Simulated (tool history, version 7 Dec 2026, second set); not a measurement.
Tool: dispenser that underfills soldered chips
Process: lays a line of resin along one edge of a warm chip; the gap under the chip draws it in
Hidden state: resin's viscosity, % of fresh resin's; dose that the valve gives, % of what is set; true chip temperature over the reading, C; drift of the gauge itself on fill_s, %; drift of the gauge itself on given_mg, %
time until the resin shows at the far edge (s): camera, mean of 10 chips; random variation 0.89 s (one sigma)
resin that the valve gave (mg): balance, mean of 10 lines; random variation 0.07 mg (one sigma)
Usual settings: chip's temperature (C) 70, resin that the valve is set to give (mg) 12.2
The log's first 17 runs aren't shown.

run,day,chip's temperature (C),resin that the valve is set to give (mg),hours of work since the syringe was changed,hours of work since the valve was cleaned,hours of work since the stage was calibrated,time until the resin shows at the far edge (s),resin that the valve gave (mg)
# day 8.688: new syringe of resin
18,8.838,70,13.4,2,37,313,92.3,12.97
19,9.283,77,12.5,9,44,319,106.5,11.98
# day 9.496: new syringe of resin
20,9.758,83,12.5,4,50,326,59.5,11.94
21,10.225,70,12.5,11,57,333,169.9,11.89
# day 10.292: new syringe of resin
# day 10.712: dispensing valve cleaned and set on the balance
22,10.712,65,13,5,0,339,146.9,12.99
# day 11.15: new syringe of resin
23,11.258,65,13,2,8,346,112.1,12.83
24,11.725,57,13.2,8,14,353,265,13.02
# day 11.942: new syringe of resin
25,12.325,75,13.8,6,23,362,91.9,13.45
# day 12.725: new syringe of resin
26,12.846,75,13.8,2,30,369,71.6,13.45
27,13.212,61,12.5,7,36,374,203.8,12.04
# day 13.521: new syringe of resin
28,13.625,71,15,2,41,380,82.4,14.42
29,14.108,82,14.1,8,48,387,81.5,13.36
# day 14.308: new syringe of resin
30,14.679,69,13.7,5,56,395,116.2,12.9
31,15.021,56,13.7,10,61,400,305.5,12.82
# day 15.096: new syringe of resin
# day 15.229: dispensing valve cleaned and set on the balance
32,15.475,71,11.3,5,4,406,108.1,11.2
# day 15.933: new syringe of resin
33,16.146,71,11.3,3,13,416,94.4,11.18
# day 16.738: new syringe of resin
34,16.817,71,11.3,1,23,425,83.7,11.23

5 ways to go on from here, each from the tool as it stands after run 34. What would each give?
A,17.346,58,11.6,9,30,433,?,?
B,17.346,69,13,9,30,433,?,?
C,17.346,71,15.8,9,30,433,?,?
D,17.346,74,12.2,9,30,433,?,?
E,17.346,67,13.4,9,30,433,?,?

run,time until the resin shows at the far edge (s),resin that the valve gave (mg)
A,257.6,11.2
B,150.8,12.56
C,136.4,15.35
D,123.7,11.85
E,164.7,12.95
Without the tool's hidden state the same runs would have given:
run,time until the resin shows at the far edge (s),resin that the valve gave (mg)
A,150.7,11.53
B,88.2,12.93
C,79.8,15.8
D,72.1,12.19
E,96.4,13.33

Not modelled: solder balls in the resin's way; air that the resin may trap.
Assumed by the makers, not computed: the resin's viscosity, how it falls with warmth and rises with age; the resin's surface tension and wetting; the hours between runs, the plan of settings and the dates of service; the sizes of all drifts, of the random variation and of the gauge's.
